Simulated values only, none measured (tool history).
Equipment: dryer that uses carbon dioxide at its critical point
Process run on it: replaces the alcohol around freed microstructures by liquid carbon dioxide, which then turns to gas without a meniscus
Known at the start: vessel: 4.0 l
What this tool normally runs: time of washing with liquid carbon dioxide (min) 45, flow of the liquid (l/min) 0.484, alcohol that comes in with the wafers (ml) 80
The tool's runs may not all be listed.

run,hour,time of washing with liquid carbon dioxide (min),flow of the liquid (l/min),alcohol that comes in with the wafers (ml),alcohol left in the vessel before it's heated (ppm by volume)
1,0,45,0.484,80,441
2,42.6,45,0.484,80,453
3,77.4,45,0.484,80,465
4,127.6,45,0.484,80,454
5,172.5,45,0.484,80,475
6,202.3,45,0.484,80,492
7,236.9,65,0.484,80,156
8,279.4,65,0.484,80,163
9,310.3,41,0.484,80,673
10,348.6,45,0.484,80,535
11,392.9,45,0.484,80,535
12,440.8,45,0.484,80,556
13,497.7,45,0.484,21,224
14,555.6,65,0.484,21,124
15,592.9,37,0.484,80,1036
# hour 622.3: inlet filter changed
16,656.5,37,0.484,80,846
17,705.9,37,0.484,80,891
18,736,61,0.733,66,111
19,779,61,0.551,93,173
20,828.9,30,0.484,102,1985
21,878.2,71,0.484,32,142

Run 22 comes next. What will it give?
22,906.1,60,0.484,76,?

alcohol left in the vessel before it's heated (ppm by volume): 223
The same run, on a tool lacking any hidden state, would have yielded alcohol left in the vessel before it's heated (ppm by volume) 93.
